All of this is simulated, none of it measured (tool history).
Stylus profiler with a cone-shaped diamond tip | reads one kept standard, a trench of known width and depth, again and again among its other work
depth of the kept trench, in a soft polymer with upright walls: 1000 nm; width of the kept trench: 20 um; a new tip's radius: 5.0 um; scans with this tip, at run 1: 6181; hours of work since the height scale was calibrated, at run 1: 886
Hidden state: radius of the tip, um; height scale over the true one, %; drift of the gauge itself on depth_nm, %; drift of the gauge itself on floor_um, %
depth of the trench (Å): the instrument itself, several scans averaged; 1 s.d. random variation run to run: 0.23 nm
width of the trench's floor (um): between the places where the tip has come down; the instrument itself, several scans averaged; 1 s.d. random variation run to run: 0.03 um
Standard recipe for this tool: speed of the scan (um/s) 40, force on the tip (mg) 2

run	hour	speed of the scan (um/s)	force on the tip (mg)	scans with this tip	hours of work since the height scale was calibrated	depth of the trench (Å)	width of the trench's floor (um)
1	0	40	2	6181	886	10097.3	13.79
2	43.5	40	2	6322	907	10098.6	13.8
3	92.5	40	2	6480	929	10093.4	13.76
4	122.1	40	2	6576	943	10096.5	13.83
5	167.1	40	2	6722	964	10097.1	13.79
6	207	40	0.9	6851	982	10053.5	13.66
7	252.7	40	0.9	6999	1004	10057.8	13.71
# hour 289: height scale calibrated on a step standard
8	303.7	40	0.9	7163	7	10058.5	13.73
9	326.7	40	0.9	7238	18	10055.6	13.75
10	373.5	40	0.9	7389	39	10052.5	13.72
11	416.6	40	2	7529	59	10097.4	13.77
12	439	40	2	7601	70	10096.4	13.8
13	487.2	92	4	7757	92	10150.5	13.7
14	533	12	5.33	7906	113	10183.5	13.96
15	581.6	65	4.45	8063	136	10163.6	13.78
16	623.2	104	2.77	8198	155	10118.5	13.57
17	664.8	22	1.23	8333	175	10071.1	13.81
18	690.6	18	1.05	8417	187	10061.7	13.85
19	731.6	18	2.95	8549	206	10124.7	13.87
20	766.8	18	2.95	8663	222	10125.1	13.9
21	791.7	10	2.95	8744	234	10123.8	13.92
22	819.3	19	1.2	8833	246	10070.1	13.87
23	859.4	19	1.2	8963	265	10065.1	13.9
24	884.2	26	2.29	9044	277	10105.5	13.83

Consider 3 possible next runs. They are alternatives, not a sequence: every one starts from the tool as it was left by run 24. What does each give?
A	910.7	36	2	9130	289	?	?
B	910.7	18	1.1	9130	289	?	?
C	910.7	61	2.29	9130	289	?	?

run	depth of the trench (Å)	width of the trench's floor (um)
A	10094.5	13.78
B	10066.6	13.84
C	10103.9	13.68
With no hidden state in the tool, these same runs would have given:
run	depth of the trench (Å)	width of the trench's floor (um)
A	10094.6	13.79
B	10066.6	13.86
C	10103.9	13.69

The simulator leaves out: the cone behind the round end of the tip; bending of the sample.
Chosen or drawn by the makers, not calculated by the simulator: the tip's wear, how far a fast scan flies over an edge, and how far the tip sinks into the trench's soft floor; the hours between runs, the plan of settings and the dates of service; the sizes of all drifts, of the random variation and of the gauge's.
